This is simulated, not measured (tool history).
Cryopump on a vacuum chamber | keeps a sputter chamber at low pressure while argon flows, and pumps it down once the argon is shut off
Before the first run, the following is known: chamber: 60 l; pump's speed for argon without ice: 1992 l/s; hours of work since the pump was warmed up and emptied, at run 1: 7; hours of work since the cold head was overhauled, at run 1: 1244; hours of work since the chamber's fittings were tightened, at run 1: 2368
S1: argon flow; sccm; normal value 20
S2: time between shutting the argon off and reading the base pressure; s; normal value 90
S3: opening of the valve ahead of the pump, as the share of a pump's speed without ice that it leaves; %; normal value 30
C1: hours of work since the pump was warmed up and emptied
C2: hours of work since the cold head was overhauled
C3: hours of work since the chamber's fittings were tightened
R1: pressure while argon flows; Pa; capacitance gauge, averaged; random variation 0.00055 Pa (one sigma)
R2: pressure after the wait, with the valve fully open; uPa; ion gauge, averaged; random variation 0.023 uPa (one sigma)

| run | hour | S1 | S2 | S3 | C1 | C2 | C3 | R1 | R2 |
|---|---|---|---|---|---|---|---|---|---|
| 1 | 0.0 | 20 | 90 | 30 | 7 | 1244 | 2368 | 0.0568 | 1.40 |
| 2 | 83.7 | 20 | 90 | 36 | 78 | 1315 | 2438 | 0.0486 | 1.45 |
| 3 | 120.5 | 20 | 90 | 47 | 109 | 1346 | 2470 | 0.0383 | 1.50 |
| 4 | 201.6 | 18 | 90 | 47 | 178 | 1414 | 2538 | 0.0341 | 1.56 |
| 5 | 269.3 | 20 | 90 | 30 | 235 | 1472 | 2596 | 0.0588 | 1.61 |
| 6 | 314.3 | 20 | 90 | 30 | 273 | 1510 | 2634 | 0.0603 | 1.63 |
| 7 | 382.8 | 20 | 212 | 30 | 331 | 1568 | 2692 | 0.0605 | 1.30 |
| 8 | 439.0 | 20 | 90 | 30 | 379 | 1615 | 2739 | 0.0615 | 1.71 |
| 9 | 479.3 | 20 | 90 | 30 | 413 | 1650 | 2773 | 0.0616 | 1.81 |
| 10 | 526.9 | 20 | 90 | 30 | 453 | 1690 | 2814 | 0.0625 | 1.81 |
| 11 | 573.4 | 38 | 90 | 30 | 493 | 1729 | 2853 | 0.1193 | 1.85 |
|  | 640.5 | pump warmed up, emptied and cooled again |
| 12 | 659.4 | 20 | 90 | 16 | 16 | 1798 | 2922 | 0.1057 | 1.62 |
| 13 | 730.4 | 20 | 90 | 16 | 76 | 1858 | 2982 | 0.1077 | 1.60 |
| 14 | 798.5 | 23 | 90 | 30 | 134 | 1916 | 3039 | 0.0668 | 1.72 |
| 15 | 867.1 | 23 | 90 | 30 | 192 | 1974 | 3097 | 0.0674 | 1.75 |
| 16 | 929.6 | 23 | 90 | 30 | 245 | 2027 | 3150 | 0.0674 | 1.80 |
| 17 | 1001.1 | 11 | 90 | 54 | 305 | 2087 | 3211 | 0.0189 | 1.77 |
| 18 | 1068.3 | 20 | 88 | 27 | 362 | 2144 | 3268 | 0.0661 | 1.89 |
| 19 | 1147.6 | 20 | 88 | 27 | 429 | 2211 | 3335 | 0.0678 | 1.99 |
| 20 | 1230.1 | 20 | 52 | 58 | 499 | 2281 | 3405 | 0.0356 | 2.52 |
| 21 | 1271.7 | 20 | 256 | 26 | 534 | 2316 | 3440 | 0.0736 | 1.72 |
|  | 1291.6 | pump warmed up, emptied and cooled again |
| 22 | 1312.7 | 20 | 256 | 26 | 18 | 2347 | 3470 | 0.0664 | 1.36 |
| 23 | 1375.7 | 9 | 90 | 30 | 71 | 2400 | 3524 | 0.0260 | 1.74 |
| 24 | 1419.8 | 9 | 90 | 30 | 109 | 2437 | 3561 | 0.0259 | 1.81 |

Hidden condition of the tool, last listed run before each entry between runs versus first listed run after:
Run 11 -> run 12: pump warmed up, emptied and cooled again (hour 640.5)
  pump's speed, % of a pump's without ice: 73.4 -> 98.9; cold plate's temperature, K: 13.08 -> 13.11; leak into the chamber, uPa l/s: 1734 -> 1771
  the result without the hidden state subtracted from the measured one, R1: +0.0126 -> +0.0005 Pa; R2: +1.06 -> +0.77 uPa
Run 21 -> run 22: pump warmed up, emptied and cooled again (hour 1291.6)
  pump's speed, % of a pump's without ice: 72.5 -> 98.9; cold plate's temperature, K: 13.35 -> 13.37; leak into the chamber, uPa l/s: 2042 -> 2058
  the result without the hidden state subtracted from the measured one, R1: +0.0071 -> +0.0006 Pa; R2: +1.32 -> +0.94 uPa
